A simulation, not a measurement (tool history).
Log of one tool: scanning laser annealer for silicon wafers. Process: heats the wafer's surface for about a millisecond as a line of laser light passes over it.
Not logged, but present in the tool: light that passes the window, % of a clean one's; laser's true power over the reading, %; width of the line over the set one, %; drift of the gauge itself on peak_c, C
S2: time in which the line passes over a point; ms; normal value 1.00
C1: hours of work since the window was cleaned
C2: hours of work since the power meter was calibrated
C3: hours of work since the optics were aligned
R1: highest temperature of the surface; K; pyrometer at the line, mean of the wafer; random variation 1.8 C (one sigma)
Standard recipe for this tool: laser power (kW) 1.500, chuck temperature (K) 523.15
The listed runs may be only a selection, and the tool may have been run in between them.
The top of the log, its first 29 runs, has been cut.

{"run": 30, "hour": 544.4, "laser power (kW)": 1.289, "S2": 0.71, "chuck temperature (K)": 523.15, "C1": 367, "C2": 139, "C3": 1534, "R1": 1085.15}
{"run": 31, "hour": 569.3, "laser power (kW)": 1.625, "S2": 0.71, "chuck temperature (K)": 526.15, "C1": 378, "C2": 151, "C3": 1546, "R1": 1253.15}
{"run": 32, "hour": 583.4, "laser power (kW)": 1.408, "S2": 1.14, "chuck temperature (K)": 505.15, "C1": 385, "C2": 158, "C3": 1552, "R1": 1303.15}
{"run": 33, "hour": 604.2, "laser power (kW)": 1.408, "S2": 1.14, "chuck temperature (K)": 505.15, "C1": 395, "C2": 167, "C3": 1562, "R1": 1301.15}
{"run": 34, "hour": 623.7, "laser power (kW)": 1.35, "S2": 1.14, "chuck temperature (K)": 560.15, "C1": 404, "C2": 177, "C3": 1571, "R1": 1315.15}
{"run": 35, "hour": 642.4, "laser power (kW)": 1.377, "S2": 1.0, "chuck temperature (K)": 508.15, "C1": 413, "C2": 186, "C3": 1580, "R1": 1232.15}
{"run": 36, "hour": 665.0, "laser power (kW)": 1.377, "S2": 1.0, "chuck temperature (K)": 508.15, "C1": 424, "C2": 196, "C3": 1591, "R1": 1231.15}
{"run": 37, "hour": 683.2, "laser power (kW)": 1.326, "S2": 0.86, "chuck temperature (K)": 508.15, "C1": 432, "C2": 205, "C3": 1600, "R1": 1149.15}
{"run": 38, "hour": 709.1, "laser power (kW)": 1.298, "S2": 0.86, "chuck temperature (K)": 508.15, "C1": 445, "C2": 217, "C3": 1612, "R1": 1134.15}
{"run": 39, "hour": 730.9, "laser power (kW)": 1.362, "S2": 1.0, "chuck temperature (K)": 518.15, "C1": 455, "C2": 228, "C3": 1622, "R1": 1233.15}
{"run": 40, "hour": 742.1, "laser power (kW)": 1.32, "S2": 1.01, "chuck temperature (K)": 553.15, "C1": 460, "C2": 233, "C3": 1628, "R1": 1245.15}
{"run": 41, "hour": 755.2, "laser power (kW)": 1.32, "S2": 1.01, "chuck temperature (K)": 553.15, "C1": 467, "C2": 239, "C3": 1634, "R1": 1243.15}

Here are 4 independent what-if runs from the current tool condition. What would each one return?
{"run": "A", "hour": 767.0, "laser power (kW)": 1.644, "S2": 0.71, "chuck temperature (K)": 486.15, "C1": 472, "C2": 245, "C3": 1640, "R1": "?"}
{"run": "B", "hour": 767.0, "laser power (kW)": 1.371, "S2": 1.01, "chuck temperature (K)": 553.15, "C1": 472, "C2": 245, "C3": 1640, "R1": "?"}
{"run": "C", "hour": 767.0, "laser power (kW)": 1.538, "S2": 0.77, "chuck temperature (K)": 489.15, "C1": 472, "C2": 245, "C3": 1640, "R1": "?"}
{"run": "D", "hour": 767.0, "laser power (kW)": 1.336, "S2": 0.89, "chuck temperature (K)": 542.15, "C1": 472, "C2": 245, "C3": 1640, "R1": "?"}

run=A R1=1213.15
run=B R1=1273.15
run=C R1=1195.15
run=D R1=1198.15
The same runs, with their run-to-run variation unchanged, on a tool lacking any hidden condition would have given:
run=A R1=1249.15
run=B R1=1309.15
run=C R1=1230.15
run=D R1=1230.15
